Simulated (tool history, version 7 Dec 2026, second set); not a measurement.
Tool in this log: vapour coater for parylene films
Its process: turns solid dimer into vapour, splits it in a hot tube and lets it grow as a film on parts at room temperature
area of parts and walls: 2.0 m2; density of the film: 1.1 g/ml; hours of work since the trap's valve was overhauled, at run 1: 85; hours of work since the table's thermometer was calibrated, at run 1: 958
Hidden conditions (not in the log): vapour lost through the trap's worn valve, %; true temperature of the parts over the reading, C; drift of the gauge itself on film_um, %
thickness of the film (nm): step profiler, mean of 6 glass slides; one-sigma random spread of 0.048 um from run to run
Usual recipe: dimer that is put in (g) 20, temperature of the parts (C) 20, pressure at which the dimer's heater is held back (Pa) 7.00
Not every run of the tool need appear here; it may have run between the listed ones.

run   hour  dimer that is put in (g)  temperature of the parts (C)  pressure at which the dimer's heater is held back (Pa)  hours of work since the trap's valve was overhauled  hours of work since the table's thermometer was calibrated  thickness of the film (nm)
  1    0.0                        20                            20                                                    7.00                                                   85                                                         958                        5180
  2   46.1                        20                            20                                                    7.00                                                  103                                                         977                        5270
  3   88.0                        20                            20                                                    7.00                                                  121                                                         994                        5190
  4  155.2                        20                            20                                                    7.00                                                  148                                                        1022                        5140
  5  185.8                        20                            20                                                    7.00                                                  160                                                        1034                        5120
  6  224.2                        20                            20                                                    7.00                                                  176                                                        1050                        5180
  7  255.3                        20                            20                                                    7.00                                                  189                                                        1063                        5090
  8  308.8                        20                            20                                                    7.00                                                  211                                                        1085                        5080
  9  342.2                        20                            12                                                    7.00                                                  224                                                        1098                        6070
 10  396.4                        20                            12                                                    7.00                                                  247                                                        1120                        6160
 11  447.5                        20                            12                                                    7.00                                                  268                                                        1141                        6080
 12  500.0                        15                            17                                                    4.98                                                  289                                                        1163                        4290
 13  538.4                        16                            17                                                    4.98                                                  305                                                        1179                        4630
 14  601.5                        16                            17                                                    4.98                                                  331                                                        1204                        4530
 15  629.6                        16                            17                                                    4.98                                                  342                                                        1216                        4600
 16  694.1                        16                            17                                                    4.98                                                  368                                                        1242                        4530
 17  747.0                        34                            19                                                    3.84                                                  390                                                        1264                        9820
 18  790.4                         8                            18                                                    7.00                                                  408                                                        1282                        2050
 19  826.6                        22                            14                                                    3.08                                                  423                                                        1296                        7350
 20  860.5                        33                            14                                                    3.29                                                  436                                                        1310                       10920
 21  913.1                        14                            18                                                    4.04                                                  458                                                        1332                        3980
     976.9  -- trap's valve overhauled
 22  981.3                        11                            31                                                    7.00                                                    2                                                        1358                        2240

Subtracting, for every run, the result it would have given without the tool's unlogged condition from the measured result gives the following. The same run-to-run variation enters both numbers; the gauge's scatter may not:
run  thickness of the film (nm)
  1                        -250
  2                        -270
  3                        -290
  4                        -330
  5                        -340
  6                        -370
  7                        -370
  8                        -410
  9                        -510
 10                        -550
 11                        -580
 12                        -430
 13                        -480
 14                        -510
 15                        -530
 16                        -550
 17                       -1250
 18                        -270
 19                       -1000
 20                       -1540
 21                        -590
 22                         -70
